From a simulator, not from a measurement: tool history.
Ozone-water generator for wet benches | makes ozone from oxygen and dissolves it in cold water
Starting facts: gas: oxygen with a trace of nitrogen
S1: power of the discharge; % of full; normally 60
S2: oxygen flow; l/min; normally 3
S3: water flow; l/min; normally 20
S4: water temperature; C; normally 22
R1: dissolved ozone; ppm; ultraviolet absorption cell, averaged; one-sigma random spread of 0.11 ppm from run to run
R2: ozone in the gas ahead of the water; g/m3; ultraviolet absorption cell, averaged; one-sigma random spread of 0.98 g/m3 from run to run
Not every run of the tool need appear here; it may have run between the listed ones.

run 1 day=0 | S1=60 S2=3 S3=20 S4=22 | R1=9.7 R2=169.3
run 2 day=1.15 | S1=60 S2=3 S3=20 S4=22 | R1=9.9 R2=171.4
run 3 day=1.767 | S1=60 S2=3 S3=20 S4=22 | R1=10 R2=169.6
run 4 day=2.6 | S1=60 S2=3 S3=20 S4=22 | R1=9.9 R2=168.7
run 5 day=3.771 | S1=60 S2=3 S3=20 S4=22 | R1=9.9 R2=171
run 6 day=4.512 | S1=60 S2=3 S3=27 S4=22 | R1=6.9 R2=169.9
run 7 day=5.775 | S1=53 S2=3.73 S3=13 S4=15 | R1=15.7 R2=139.5
run 8 day=6.654 | S1=60 S2=3 S3=13 S4=22 | R1=15.1 R2=170.1
run 9 day=7.946 | S1=60 S2=3 S3=13 S4=15 | R1=16.4 R2=169.2
run 10 day=8.996 | S1=56 S2=2.74 S3=21 S4=28 | R1=8.3 R2=169.1
run 11 day=10.208 | S1=56 S2=2.74 S3=21 S4=28 | R1=8.3 R2=170.4

Subtracting, for every run, the result it would have given without the tool's unlogged condition from the measured result gives the following. The same run-to-run variation enters both numbers; the gauge's scatter may not:
Unlogged tool condition in this case: yield of the discharge, % of new electrodes'; contactor's efficiency, % of a clean one's; true water temperature over the reading, C; drift of the gauge itself on ozone_ppm, %; drift of the gauge itself on gas_g_m3, %.
run=1 R2=+1.4
run=2 R2=+1.3
run=3 R2=+1.3
run=4 R2=+1.2
run=5 R2=+1.1
run=6 R2=+1
run=7 R2=+0.8
run=8 R2=+0.9
run=9 R2=+0.8
run=10 R2=+0.7
run=11 R2=+0.6
R1: within 0.1 ppm of the measured result in every run.
